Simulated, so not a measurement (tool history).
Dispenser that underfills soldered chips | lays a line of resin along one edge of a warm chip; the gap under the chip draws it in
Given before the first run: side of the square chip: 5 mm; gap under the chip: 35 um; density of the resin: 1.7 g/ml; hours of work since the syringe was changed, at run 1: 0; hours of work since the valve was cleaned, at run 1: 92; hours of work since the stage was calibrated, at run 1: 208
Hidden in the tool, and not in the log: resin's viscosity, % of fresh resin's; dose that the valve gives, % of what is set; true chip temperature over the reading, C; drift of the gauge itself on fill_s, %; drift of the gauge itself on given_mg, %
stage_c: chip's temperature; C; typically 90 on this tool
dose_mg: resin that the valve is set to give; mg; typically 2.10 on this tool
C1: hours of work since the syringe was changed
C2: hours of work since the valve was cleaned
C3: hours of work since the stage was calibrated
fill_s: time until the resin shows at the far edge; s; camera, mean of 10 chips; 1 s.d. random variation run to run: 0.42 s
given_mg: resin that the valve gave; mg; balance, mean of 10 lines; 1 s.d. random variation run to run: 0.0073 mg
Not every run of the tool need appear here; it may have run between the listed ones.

Run 1, hour 0.0: usual settings; C1 0; C2 92; C3 208. Result: fill_s 29.0 s, given_mg 1.945 mg.
Run 2, hour 3.8: usual settings; C1 3; C2 95; C3 210. Result: fill_s 33.2 s, given_mg 1.955 mg.
Run 3, hour 9.5: usual settings; C1 6; C2 99; C3 214. Result: fill_s 39.8 s, given_mg 1.941 mg.
At hour 11.5: new syringe of resin.
At hour 18.4: dispensing valve cleaned and set on the balance.
Run 4, hour 18.4: usual settings but dose_mg 2.37 mg; C1 4; C2 0; C3 219. Result: fill_s 33.6 s, given_mg 2.370 mg.
At hour 24.8: new syringe of resin.
Run 5, hour 24.9: usual settings but stage_c 97 C; C1 0; C2 4; C3 223. Result: fill_s 24.6 s, given_mg 2.089 mg.
Run 6, hour 29.2: usual settings but stage_c 97 C; C1 3; C2 7; C3 226. Result: fill_s 27.5 s, given_mg 2.075 mg.
At hour 37.1: new syringe of resin.
Run 7, hour 38.1: usual settings but stage_c 97 C; C1 1; C2 12; C3 231. Result: fill_s 24.1 s, given_mg 2.083 mg.
Run 8, hour 46.0: usual settings but stage_c 97 C; C1 6; C2 18; C3 237. Result: fill_s 32.3 s, given_mg 2.078 mg.
At hour 48.9: new syringe of resin.
Run 9, hour 50.8: usual settings but stage_c 97 C; C1 1; C2 21; C3 240. Result: fill_s 25.3 s, given_mg 2.050 mg.
Run 10, hour 55.6: usual settings but stage_c 96 C, dose_mg 2.04 mg; C1 4; C2 24; C3 243. Result: fill_s 30.0 s, given_mg 1.988 mg.
At hour 60.7: new syringe of resin.
Run 11, hour 63.9: usual settings but stage_c 83 C, dose_mg 2.25 mg; C1 2; C2 29; C3 248. Result: fill_s 38.5 s, given_mg 2.186 mg.
Run 12, hour 71.3: usual settings but dose_mg 2.40 mg; C1 7; C2 34; C3 253. Result: fill_s 39.6 s, given_mg 2.320 mg.
At hour 73.2: new syringe of resin.
Run 13, hour 79.7: usual settings but dose_mg 2.40 mg; C1 4; C2 39; C3 258. Result: fill_s 34.6 s, given_mg 2.318 mg.
At hour 85.2: new syringe of resin.
Run 14, hour 86.0: usual settings but stage_c 89 C, dose_mg 1.87 mg; C1 1; C2 43; C3 262. Result: fill_s 31.1 s, given_mg 1.801 mg.
Run 15, hour 92.7: usual settings but stage_c 102 C; C1 5; C2 47; C3 266. Result: fill_s 26.7 s, given_mg 2.014 mg.
At hour 97.1: new syringe of resin.
Run 16, hour 98.4: usual settings but stage_c 102 C; C1 1; C2 51; C3 270. Result: fill_s 21.0 s, given_mg 2.026 mg.
Run 17, hour 107.8: usual settings but stage_c 102 C; C1 7; C2 57; C3 276. Result: fill_s 29.3 s, given_mg 2.009 mg.
At hour 109.4: new syringe of resin.
Run 18, hour 117.5: usual settings; C1 5; C2 63; C3 282. Result: fill_s 37.0 s, given_mg 1.992 mg.

4 ways to go on from here, each from the tool as it stands after run 18. What would each give?
At hour 121.5: new syringe of resin.
Run A, hour 126.8: usual settings but stage_c 89 C, dose_mg 2.53 mg; C1 3; C2 69; C3 288. Result: fill_s ?, given_mg ?.
At hour 121.5: new syringe of resin.
Run B, hour 126.8: usual settings but stage_c 80 C, dose_mg 2.43 mg; C1 3; C2 69; C3 288. Result: fill_s ?, given_mg ?.
At hour 121.5: new syringe of resin.
Run C, hour 126.8: usual settings but stage_c 103 C, dose_mg 2.29 mg; C1 3; C2 69; C3 288. Result: fill_s ?, given_mg ?.
At hour 121.5: new syringe of resin.
Run D, hour 126.8: usual settings but stage_c 83 C, dose_mg 2.14 mg; C1 3; C2 69; C3 288. Result: fill_s ?, given_mg ?.

run  fill_s  given_mg
  A    33.4     2.389
  B    43.3     2.291
  C    24.2     2.166
  D    41.3     2.022
The same runs, with their run-to-run variation unchanged, on a tool lacking any hidden condition would have given:
run  fill_s  given_mg
  A    29.2     2.531
  B    38.0     2.426
  C    21.1     2.294
  D    36.0     2.142

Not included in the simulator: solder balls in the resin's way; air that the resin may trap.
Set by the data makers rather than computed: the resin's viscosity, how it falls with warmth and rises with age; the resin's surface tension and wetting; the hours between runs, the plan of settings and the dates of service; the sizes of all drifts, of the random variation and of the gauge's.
